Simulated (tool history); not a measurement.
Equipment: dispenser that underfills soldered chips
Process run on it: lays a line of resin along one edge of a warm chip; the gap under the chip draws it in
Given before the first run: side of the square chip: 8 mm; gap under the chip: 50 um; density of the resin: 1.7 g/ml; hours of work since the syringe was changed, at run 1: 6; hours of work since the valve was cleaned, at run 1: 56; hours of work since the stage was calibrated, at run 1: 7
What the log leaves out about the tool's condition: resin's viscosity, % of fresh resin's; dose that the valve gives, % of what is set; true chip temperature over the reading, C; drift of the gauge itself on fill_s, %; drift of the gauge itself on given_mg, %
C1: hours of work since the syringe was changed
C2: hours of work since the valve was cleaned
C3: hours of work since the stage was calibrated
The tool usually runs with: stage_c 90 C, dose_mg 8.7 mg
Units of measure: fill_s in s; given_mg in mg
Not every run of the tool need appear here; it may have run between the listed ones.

{"run": 1, "hour": 0.0, "stage_c": 90, "dose_mg": 8.7, "C1": 6, "C2": 56, "C3": 7, "fill_s": 173.3, "given_mg": 8.27}
{"hour": 0.9, "done": "new syringe of resin"}
{"run": 2, "hour": 5.8, "stage_c": 90, "dose_mg": 8.7, "C1": 4, "C2": 60, "C3": 11, "fill_s": 154.6, "given_mg": 8.3}
{"hour": 9.8, "done": "new syringe of resin"}
{"run": 3, "hour": 11.9, "stage_c": 90, "dose_mg": 8.7, "C1": 2, "C2": 65, "C3": 16, "fill_s": 139.8, "given_mg": 8.19}
{"hour": 18.4, "done": "new syringe of resin"}
{"run": 4, "hour": 18.4, "stage_c": 90, "dose_mg": 8.7, "C1": 0, "C2": 69, "C3": 21, "fill_s": 123.8, "given_mg": 8.12}
{"run": 5, "hour": 24.8, "stage_c": 90, "dose_mg": 8.7, "C1": 5, "C2": 74, "C3": 25, "fill_s": 163.4, "given_mg": 8.12}
{"hour": 27.1, "done": "new syringe of resin"}
{"run": 6, "hour": 29.0, "stage_c": 90, "dose_mg": 8.7, "C1": 1, "C2": 77, "C3": 28, "fill_s": 138.9, "given_mg": 8.18}
{"run": 7, "hour": 32.2, "stage_c": 90, "dose_mg": 8.7, "C1": 4, "C2": 80, "C3": 31, "fill_s": 158.9, "given_mg": 8.09}
{"hour": 35.7, "done": "new syringe of resin"}
{"run": 8, "hour": 37.0, "stage_c": 91, "dose_mg": 8.67, "C1": 1, "C2": 83, "C3": 34, "fill_s": 130.1, "given_mg": 8.03}
{"run": 9, "hour": 41.9, "stage_c": 80, "dose_mg": 8.45, "C1": 5, "C2": 87, "C3": 38, "fill_s": 243, "given_mg": 7.81}
{"hour": 44.4, "done": "new syringe of resin"}
{"run": 10, "hour": 45.6, "stage_c": 84, "dose_mg": 8.99, "C1": 1, "C2": 89, "C3": 40, "fill_s": 167.6, "given_mg": 8.25}

What does the tool deliver on the next run?
{"run": 11, "hour": 51.1, "stage_c": 99, "dose_mg": 10.99, "C1": 5, "C2": 93, "C3": 45, "fill_s": "?", "given_mg": "?"}

For run 11 the tool returned fill_s 117.6 s, given_mg 10.15 mg.
Had the tool carried no hidden state, the very same run would have given fill_s 89 s, given_mg 11.06 mg.
